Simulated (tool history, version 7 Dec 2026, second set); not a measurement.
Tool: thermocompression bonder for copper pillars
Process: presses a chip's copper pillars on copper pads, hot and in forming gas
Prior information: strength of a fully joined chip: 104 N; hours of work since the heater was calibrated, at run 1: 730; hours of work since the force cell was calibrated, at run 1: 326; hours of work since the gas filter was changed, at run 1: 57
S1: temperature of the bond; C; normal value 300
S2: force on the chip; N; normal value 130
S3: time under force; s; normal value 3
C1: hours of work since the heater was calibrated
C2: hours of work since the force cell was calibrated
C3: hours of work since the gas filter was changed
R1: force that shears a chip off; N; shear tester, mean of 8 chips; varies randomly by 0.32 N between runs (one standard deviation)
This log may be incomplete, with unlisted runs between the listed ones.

Run 1, hour 0.0: usual settings; C1 730; C2 326; C3 57. Result: R1 52.9 N.
Run 2, hour 17.0: usual settings; C1 738; C2 333; C3 65. Result: R1 52.4 N.
Run 3, hour 39.3: usual settings; C1 748; C2 343; C3 75. Result: R1 52.8 N.
Run 4, hour 77.1: usual settings; C1 764; C2 360; C3 91. Result: R1 52.5 N.
Run 5, hour 115.8: usual settings but S2 93 N; C1 781; C2 377; C3 109. Result: R1 42.8 N.
Run 6, hour 135.0: usual settings; C1 790; C2 385; C3 117. Result: R1 52.5 N.
Run 7, hour 157.6: usual settings; C1 800; C2 395; C3 127. Result: R1 52.8 N.
Run 8, hour 182.4: usual settings; C1 811; C2 406; C3 138. Result: R1 52.4 N.
At hour 187.5: forming gas filter changed.
Run 9, hour 209.1: usual settings but S3 6 s; C1 822; C2 418; C3 9. Result: R1 65.8 N.
Run 10, hour 233.0: usual settings but S3 6 s; C1 833; C2 428; C3 20. Result: R1 65.4 N.
Run 11, hour 266.1: usual settings but S1 302 C; C1 847; C2 443; C3 35. Result: R1 53.2 N.
Run 12, hour 286.9: usual settings; C1 857; C2 452; C3 44. Result: R1 52.9 N.
Run 13, hour 310.0: usual settings; C1 867; C2 462; C3 54. Result: R1 52.7 N.
Run 14, hour 335.8: usual settings; C1 878; C2 474; C3 65. Result: R1 52.6 N.
Run 15, hour 373.2: usual settings but S2 181 N; C1 895; C2 490; C3 82. Result: R1 62.8 N.
Run 16, hour 393.9: usual settings but S1 311 C, S2 91 N, S3 2 s; C1 904; C2 499; C3 91. Result: R1 41.3 N.
Run 17, hour 430.7: usual settings but S1 311 C, S2 91 N, S3 2 s; C1 920; C2 516; C3 107. Result: R1 41.0 N.
Run 18, hour 454.4: usual settings but S1 311 C, S2 91 N, S3 2 s; C1 930; C2 526; C3 118. Result: R1 41.7 N.
Run 19, hour 487.4: usual settings but S1 289 C, S3 7 s; C1 945; C2 541; C3 132. Result: R1 61.6 N.
At hour 505.6: forming gas filter changed.
Run 20, hour 517.9: usual settings but S1 289 C, S3 7 s; C1 958; C2 554; C3 5. Result: R1 61.7 N.
Run 21, hour 557.9: usual settings but S1 289 C, S3 7 s; C1 976; C2 571; C3 23. Result: R1 61.4 N.
Run 22, hour 585.0: usual settings but S1 314 C, S2 180 N, S3 7 s; C1 988; C2 583; C3 35. Result: R1 86.4 N.
Run 23, hour 602.7: usual settings but S3 2 s; C1 996; C2 591; C3 43. Result: R1 45.3 N.
Run 24, hour 631.0: usual settings but S1 328 C, S2 112 N, S3 2 s; C1 1008; C2 604; C3 55. Result: R1 56.9 N.
Run 25, hour 662.1: usual settings but S1 328 C, S2 112 N, S3 5 s; C1 1022; C2 617; C3 69. Result: R1 74.6 N.
Run 26, hour 685.6: usual settings but S1 306 C, S2 109 N, S3 2 s; C1 1032; C2 628; C3 79. Result: R1 43.8 N.
Run 27, hour 712.7: usual settings but S1 270 C, S2 108 N, S3 5 s; C1 1044; C2 640; C3 91. Result: R1 38.4 N.
Run 28, hour 750.8: usual settings but S2 99 N; C1 1061; C2 656; C3 108. Result: R1 44.0 N.
Run 29, hour 775.5: usual settings but S1 307 C, S2 85 N; C1 1072; C2 667; C3 119. Result: R1 43.9 N.
Run 30, hour 798.2: usual settings but S1 272 C, S2 89 N; C1 1082; C2 677; C3 129. Result: R1 28.2 N.

Here are 4 independent what-if runs from the current tool condition. What would each one return?
At hour 824.9: forming gas filter changed.
Run A, hour 828.3: usual settings but S1 276 C, S2 142 N, S3 4 s; C1 1095; C2 690; C3 2. Result: R1 ?.
At hour 824.9: forming gas filter changed.
Run B, hour 828.3: usual settings but S1 318 C, S2 83 N, S3 2 s; C1 1095; C2 690; C3 2. Result: R1 ?.
At hour 824.9: forming gas filter changed.
Run C, hour 828.3: usual settings but S1 299 C, S3 5 s; C1 1095; C2 690; C3 2. Result: R1 ?.
At hour 824.9: forming gas filter changed.
Run D, hour 828.3: usual settings but S1 276 C, S3 6 s; C1 1095; C2 690; C3 2. Result: R1 ?.

run    R1
  A  46.4
  B  42.1
  C  61.3
  D  50.4
Without the tool's unlogged condition, the same runs would have read:
run    R1
  A  46.3
  B  42.0
  C  61.2
  D  50.3

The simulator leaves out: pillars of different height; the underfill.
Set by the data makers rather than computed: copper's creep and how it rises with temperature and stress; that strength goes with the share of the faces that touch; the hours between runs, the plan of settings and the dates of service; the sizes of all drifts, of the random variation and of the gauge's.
